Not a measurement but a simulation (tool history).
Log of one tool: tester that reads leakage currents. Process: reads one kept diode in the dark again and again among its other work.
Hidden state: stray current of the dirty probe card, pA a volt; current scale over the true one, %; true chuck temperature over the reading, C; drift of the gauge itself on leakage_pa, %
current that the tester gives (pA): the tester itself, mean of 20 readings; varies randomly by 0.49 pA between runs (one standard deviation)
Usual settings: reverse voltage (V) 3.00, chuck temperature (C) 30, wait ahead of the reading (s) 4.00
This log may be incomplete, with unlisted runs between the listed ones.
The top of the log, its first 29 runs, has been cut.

run	day	reverse voltage (V)	chuck temperature (C)	wait ahead of the reading (s)	hours of work since the probe card was cleaned	hours of work since the tester was calibrated	hours of work since the chuck was calibrated	current that the tester gives (pA)
30	38.417	3.00	33	0.49	179	582	1318	224.97
31	40.179	1.17	26	1.25	206	608	1344	82.15
32	41.100	1.17	26	1.25	220	622	1358	82.21
33	42.817	3.41	32	0.32	245	648	1384	226.11
34	44.429	3.00	30	2.56	269	672	1408	182.01
35	46.150	3.00	50	2.62	295	698	1434	714.27
36	46.958	3.00	50	2.62	307	710	1446	712.74
37	48.300	2.20	32	7.80	327	730	1466	178.92
# day 48.592: chuck's temperature calibrated
38	49.867	2.20	32	7.80	350	752	19	159.09
39	50.800	2.20	32	7.80	364	766	33	159.00
40	52.346	4.57	57	7.80	387	789	56	1243.02
41	53.612	3.68	22	2.98	406	808	75	99.06

Branching from run 41: 3 alternative next runs. What would each branch give?
A	55.142	3.68	22	5.33	429	831	98	?
B	55.142	13.27	23	6.27	429	831	98	?
C	55.142	3.00	25	1.51	429	831	98	?

run	current that the tester gives (pA)
A	99.65
B	211.30
C	112.48
The same runs, with their run-to-run variation unchanged, on a tool lacking any hidden condition would have given:
run	current that the tester gives (pA)
A	98.69
B	208.88
C	111.49
